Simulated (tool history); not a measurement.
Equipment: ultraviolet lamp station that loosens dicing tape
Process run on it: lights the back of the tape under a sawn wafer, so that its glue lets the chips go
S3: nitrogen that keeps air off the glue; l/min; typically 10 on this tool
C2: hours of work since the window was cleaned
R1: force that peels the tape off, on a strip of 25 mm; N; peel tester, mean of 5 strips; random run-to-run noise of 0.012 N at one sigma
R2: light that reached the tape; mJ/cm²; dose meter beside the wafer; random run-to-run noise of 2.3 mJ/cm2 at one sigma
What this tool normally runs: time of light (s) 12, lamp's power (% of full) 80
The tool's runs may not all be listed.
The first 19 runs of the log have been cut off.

Run 20, hour 134.1: usual settings but S3 4 l/min; hours of work of the lamp 80; C2 5. Result: R1 0.909 N, R2 241 mJ/cm².
Run 21, hour 138.2: usual settings; hours of work of the lamp 82; C2 7. Result: R1 0.563 N, R2 240 mJ/cm².
Run 22, hour 143.4: usual settings; hours of work of the lamp 84; C2 9. Result: R1 0.571 N, R2 241 mJ/cm².
Run 23, hour 147.9: usual settings but time of light (s) 17, lamp's power (% of full) 98, S3 6 l/min; hours of work of the lamp 86; C2 11. Result: R1 0.244 N, R2 412 mJ/cm².
Run 24, hour 156.8: usual settings but time of light (s) 17, lamp's power (% of full) 98, S3 6 l/min; hours of work of the lamp 90; C2 15. Result: R1 0.251 N, R2 409 mJ/cm².
Run 25, hour 161.4: usual settings but S3 19 l/min; hours of work of the lamp 92; C2 17. Result: R1 0.449 N, R2 242 mJ/cm².
Run 26, hour 170.5: usual settings but time of light (s) 7, lamp's power (% of full) 61, S3 8 l/min; hours of work of the lamp 96; C2 21. Result: R1 2.073 N, R2 103 mJ/cm².
Run 27, hour 175.3: usual settings but time of light (s) 23; hours of work of the lamp 98; C2 23. Result: R1 0.186 N, R2 458 mJ/cm².
Run 28, hour 180.6: usual settings but time of light (s) 8, lamp's power (% of full) 73, S3 6 l/min; hours of work of the lamp 101; C2 26. Result: R1 1.613 N, R2 142 mJ/cm².
Run 29, hour 185.3: usual settings but time of light (s) 21, lamp's power (% of full) 89, S3 6 l/min; hours of work of the lamp 103; C2 28. Result: R1 0.224 N, R2 467 mJ/cm².
Run 30, hour 189.3: usual settings but S3 7 l/min; hours of work of the lamp 105; C2 30. Result: R1 0.676 N, R2 237 mJ/cm².
Run 31, hour 195.3: usual settings but time of light (s) 7, lamp's power (% of full) 69; hours of work of the lamp 107; C2 32. Result: R1 1.642 N, R2 116 mJ/cm².
Run 32, hour 203.7: usual settings but time of light (s) 17, lamp's power (% of full) 95, S3 6 l/min; hours of work of the lamp 111; C2 36. Result: R1 0.274 N, R2 396 mJ/cm².
Run 33, hour 210.2: usual settings but time of light (s) 9, lamp's power (% of full) 73, S3 5 l/min; hours of work of the lamp 114; C2 39. Result: R1 1.512 N, R2 162 mJ/cm².
Run 34, hour 218.3: usual settings but time of light (s) 20, S3 4 l/min; hours of work of the lamp 118; C2 43. Result: R1 0.344 N, R2 394 mJ/cm².
Run 35, hour 223.8: usual settings but time of light (s) 20, S3 4 l/min; hours of work of the lamp 120; C2 45. Result: R1 0.361 N, R2 389 mJ/cm².
Run 36, hour 231.9: usual settings but time of light (s) 20, S3 4 l/min; hours of work of the lamp 124; C2 49. Result: R1 0.335 N, R2 398 mJ/cm².
Run 37, hour 236.3: usual settings but time of light (s) 20, S3 4 l/min; hours of work of the lamp 126; C2 51. Result: R1 0.353 N, R2 397 mJ/cm².
Run 38, hour 241.1: usual settings but time of light (s) 20, S3 4 l/min; hours of work of the lamp 128; C2 53. Result: R1 0.341 N, R2 392 mJ/cm².
Run 39, hour 248.9: usual settings but time of light (s) 20, S3 4 l/min; hours of work of the lamp 131; C2 56. Result: R1 0.343 N, R2 399 mJ/cm².
Run 40, hour 257.6: usual settings but time of light (s) 6; hours of work of the lamp 135; C2 60. Result: R1 1.687 N, R2 120 mJ/cm².
Run 41, hour 264.1: usual settings but time of light (s) 9, lamp's power (% of full) 76, S3 4 l/min; hours of work of the lamp 138; C2 63. Result: R1 1.484 N, R2 164 mJ/cm².
Run 42, hour 270: usual settings but time of light (s) 9, lamp's power (% of full) 76, S3 4 l/min; hours of work of the lamp 141; C2 66. Result: R1 1.514 N, R2 164 mJ/cm².
Run 43, hour 278.1: usual settings but time of light (s) 20, lamp's power (% of full) 85, S3 3 l/min; hours of work of the lamp 144; C2 69. Result: R1 0.364 N, R2 413 mJ/cm².
Run 44, hour 285.1: usual settings but lamp's power (% of full) 69, S3 20 l/min; hours of work of the lamp 147; C2 72. Result: R1 0.584 N, R2 198 mJ/cm².

Consider 3 possible next runs. They are alternatives, not a sequence: every one starts from the tool as it was left by run 44. What does each give?
Run A, hour 289.6: usual settings but time of light (s) 10, lamp's power (% of full) 89, S3 7 l/min; hours of work of the lamp 149; C2 74. Result: R1 ?, R2 ?.
Run B, hour 289.6: usual settings but time of light (s) 8, lamp's power (% of full) 75, S3 17 l/min; hours of work of the lamp 149; C2 74. Result: R1 ?, R2 ?.
Run C, hour 289.6: usual settings but time of light (s) 14, lamp's power (% of full) 75, S3 6 l/min; hours of work of the lamp 149; C2 74. Result: R1 ?, R2 ?.

run     R1   R2
  A  0.782  217
  B  1.087  144
  C  0.605  259
Had the tool no hidden state, the same runs would have come out as:
run     R1   R2
  A  0.715  228
  B  1.004  151
  C  0.551  273
